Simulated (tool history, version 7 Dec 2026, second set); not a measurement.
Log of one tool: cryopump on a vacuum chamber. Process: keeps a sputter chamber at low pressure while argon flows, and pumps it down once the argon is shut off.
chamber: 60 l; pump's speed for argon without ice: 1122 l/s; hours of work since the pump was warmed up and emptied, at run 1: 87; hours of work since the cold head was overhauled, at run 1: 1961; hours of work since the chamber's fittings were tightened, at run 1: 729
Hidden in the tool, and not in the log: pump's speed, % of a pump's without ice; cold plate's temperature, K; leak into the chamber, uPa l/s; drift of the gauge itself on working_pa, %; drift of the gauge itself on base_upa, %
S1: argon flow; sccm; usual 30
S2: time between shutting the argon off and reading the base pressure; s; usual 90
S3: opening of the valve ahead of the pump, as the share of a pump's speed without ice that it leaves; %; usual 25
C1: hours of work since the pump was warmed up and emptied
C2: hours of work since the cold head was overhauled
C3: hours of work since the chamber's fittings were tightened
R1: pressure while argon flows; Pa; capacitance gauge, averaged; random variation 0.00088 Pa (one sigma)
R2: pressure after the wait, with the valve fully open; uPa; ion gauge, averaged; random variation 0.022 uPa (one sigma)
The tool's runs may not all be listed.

run    hour  S1   S2  S3   C1    C2    C3      R1    R2
  1     0.0  30   90  25   87  1961   729  0.1818  0.85
  2    31.5  30   31  25  110  1984   752  0.1835  1.40
  3    60.5  30   31  25  131  2005   773  0.1827  1.42
  4   118.0  30   90  25  174  2048   816  0.1852  0.86
  5   168.1  30   30  25  211  2084   853  0.1851  1.46
  6   234.2  30   28  25  259  2133   901  0.1861  1.61
  7   276.8  30   28  25  291  2164   932  0.1870  1.62
  8   309.9  30   28  25  315  2189   957  0.1877  1.65
  9   378.4  30   28  25  365  2239  1007  0.1880  1.65
 10   442.2  30   90  25  412  2286  1054  0.1891  1.00
      487.8  -- pump warmed up, emptied and cooled again
 11   516.2  30   90  25   21  2337  1105  0.1825  0.98
 12   553.0  30   90  25   48  2364  1132  0.1835  0.99
 13   605.9  30   90  25   87  2403  1171  0.1825  1.00
 14   642.2  30   90  25  114  2429  1197  0.1843  1.02
 15   688.0  20   90  25  147  2463  1231  0.1214  1.00
 16   730.3  20   90  25  178  2494  1262  0.1247  1.04
 17   775.6  30   90  25  212  2527  1296  0.1862  1.03
 18   813.3  40   22  25  239  2555  1323  0.2482  1.90
 19   860.7  52   90  40  274  2590  1358  0.2038  1.09
 20   905.9  52   90  40  307  2623  1391  0.2045  1.09
 21   962.2  52   90  40  349  2665  1433  0.2075  1.11
 22  1032.7  52   32  40  401  2716  1485  0.2079  1.72
 23  1079.1  18  115  16  435  2751  1519  0.1739  1.14
     1090.5  -- pump warmed up, emptied and cooled again
 24  1150.5  30   48  18   44  2799  1567  0.2527  1.41
 25  1217.8  35   73  43   94  2849  1617  0.1260  1.22
 26  1259.4  35   73  43  124  2879  1648  0.1261  1.20
 27  1323.3  35   73  43  171  2926  1695  0.1267  1.26
 28  1354.8  35   73  43  194  2950  1718  0.1273  1.32
 29  1415.0  35   73  43  239  2994  1762  0.1293  1.32
 30  1459.1  30  100  26  271  3026  1794  0.1776  1.20
 31  1523.4  30  100  26  318  3074  1842  0.1796  1.26
 32  1572.6  34   90  25  355  3110  1878  0.2138  1.38
 33  1619.9  13   34  17  389  3145  1913  0.1185  1.84
 34  1651.6  20  219  25  413  3168  1936  0.1247  1.18

The same runs without the tool's hidden state, with the same run-to-run variation:
run      R1    R2
  1  0.1790  0.58
  2  0.1804  1.12
  3  0.1793  1.13
  4  0.1811  0.56
  5  0.1804  1.13
  6  0.1806  1.25
  7  0.1811  1.23
  8  0.1813  1.25
  9  0.1809  1.23
 10  0.1812  0.55
 11  0.1809  0.61
 12  0.1815  0.58
 13  0.1800  0.59
 14  0.1814  0.59
 15  0.1192  0.55
 16  0.1222  0.57
 17  0.1819  0.54
 18  0.2419  1.40
 19  0.1947  0.57
 20  0.1946  0.56
 21  0.1964  0.55
 22  0.1953  1.12
 23  0.1691  0.51
 24  0.2507  0.86
 25  0.1228  0.63
 26  0.1225  0.61
 27  0.1223  0.64
 28  0.1225  0.66
 29  0.1236  0.64
 30  0.1724  0.52
 31  0.1735  0.52
 32  0.2062  0.62
 33  0.1153  1.06
 34  0.1196  0.39

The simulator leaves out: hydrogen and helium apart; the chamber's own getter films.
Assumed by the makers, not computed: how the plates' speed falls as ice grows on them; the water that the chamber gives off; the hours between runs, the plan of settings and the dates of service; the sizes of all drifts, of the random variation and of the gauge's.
